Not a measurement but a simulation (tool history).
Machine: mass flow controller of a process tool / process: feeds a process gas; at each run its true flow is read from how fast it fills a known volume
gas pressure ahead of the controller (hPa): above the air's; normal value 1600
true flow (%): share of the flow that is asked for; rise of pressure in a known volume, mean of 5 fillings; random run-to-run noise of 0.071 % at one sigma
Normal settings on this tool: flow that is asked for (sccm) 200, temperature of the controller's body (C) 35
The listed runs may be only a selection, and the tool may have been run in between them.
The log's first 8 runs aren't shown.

run	hour	flow that is asked for (sccm)	gas pressure ahead of the controller (hPa)	temperature of the controller's body (C)	hours of work since the controller was set to zero	hours of work since the controller was changed	true flow (%)
9	2646.4	254	1600	35	5488	5488	100.76
10	2848.2	254	1600	35	5553	5553	100.67
11	3096.5	200	1600	35	5633	5633	100.67
12	3547.2	237	1600	35	5778	5778	100.69
13	3927.9	237	1600	35	5901	5901	100.80
14	4217.1	200	1600	35	5994	5994	100.63
15	4554.3	200	2310	35	6103	6103	100.34
16	4856.3	86	2310	25	6200	6200	99.28
17	5190.9	86	2310	39	6308	6308	100.62
18	5454.2	435	1730	23	6393	6393	99.91
19	5852.1	435	1730	23	6522	6522	99.81
20	6226.2	383	1600	21	6642	6642	99.75
21	6615.7	236	2320	21	6768	6768	99.37
22	6919.0	236	2320	21	6866	6866	99.21
23	7230.8	200	1990	27	6966	6966	99.74
24	7499.1	200	1990	27	7053	7053	99.90
25	7795.8	200	1520	35	7149	7149	100.71
26	8148.1	200	1520	35	7262	7262	100.62
27	8518.7	432	1520	35	7382	7382	100.96
28	8866.1	444	2440	25	7494	7494	99.81
29	9267.1	52	1600	35	7623	7623	100.64
30	9717.9	52	1820	24	7769	7769	99.36

5 options for the next run, each taken on its own from the tool as it stands now. Forecast them:
A	9957.0	495	2080	24	7846	7846	?
B	9957.0	52	2230	24	7846	7846	?
C	9957.0	317	2410	25	7846	7846	?
D	9957.0	200	2500	23	7846	7846	?
E	9957.0	184	2600	36	7846	7846	?

run	true flow (%)
A	99.79
B	99.22
C	99.65
D	99.29
E	100.16
With no hidden state in the tool, these same runs would have given:
run	true flow (%)
A	99.80
B	99.19
C	99.66
D	99.29
E	100.17
